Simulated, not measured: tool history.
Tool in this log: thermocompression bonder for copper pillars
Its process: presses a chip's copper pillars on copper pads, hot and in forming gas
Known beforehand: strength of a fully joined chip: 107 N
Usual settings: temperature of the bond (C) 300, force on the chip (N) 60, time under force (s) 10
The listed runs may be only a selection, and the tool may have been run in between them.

run   hour  temperature of the bond (C)  force on the chip (N)  time under force (s)  force that shears a chip off (N)
  1    0.0                          300                     60                    10                              76.9
  2   35.0                          300                     60                    10                              76.3
  3   77.6                          300                     60                    10                              75.8
  4  124.4                          300                     60                    10                              76.1
  5  172.0                          300                     60                    10                              75.5
  6  249.2                          300                     60                    10                              75.8
     258.0  -- force cell calibrated
  7  315.3                          300                     60                    10                              77.8
  8  368.6                          300                     60                    10                              76.7
  9  419.4                          300                     39                    10                              53.6
     429.5  -- force cell calibrated, once more
     484.3  -- forming gas filter changed
 10  488.0                          318                     71                    10                              93.6
 11  538.0                          300                     52                     6                              58.0
 12  610.2                          300                     52                     6                              58.5
 13  649.0                          300                     52                     6                              58.3
 14  690.4                          294                     39                     6                              39.7
 15  739.3                          314                     65                    10                              87.0
 16  794.6                          312                     74                    19                              98.0
 17  846.6                          309                     74                    10                              89.6

Hidden state or all else? Some run-to-run changes of force that shears a chip off (N), split into what the settings, what came in and random variation would give without the hidden state, and what is left for the hidden state (with any gauge scatter that isn't in both results):
Hidden state at play: true temperature of the bond over the reading, C; force that reaches the chip, % of what is set; oxide that the forming gas leaves, % of the face; drift of the gauge itself on shear_n, %.
Run 9 -> 10: temperature of the bond (C) 300 -> 318, force on the chip (N) 39 -> 71, force cell calibrated, once more, forming gas filter changed. force that shears a chip off (N) +40.0: hidden state -2.2, all else +42.2.
Run 14 -> 15: temperature of the bond (C) 294 -> 314, force on the chip (N) 39 -> 65, time under force (s) 6 -> 10. force that shears a chip off (N) +47.3: hidden state -0.7, all else +48.0.
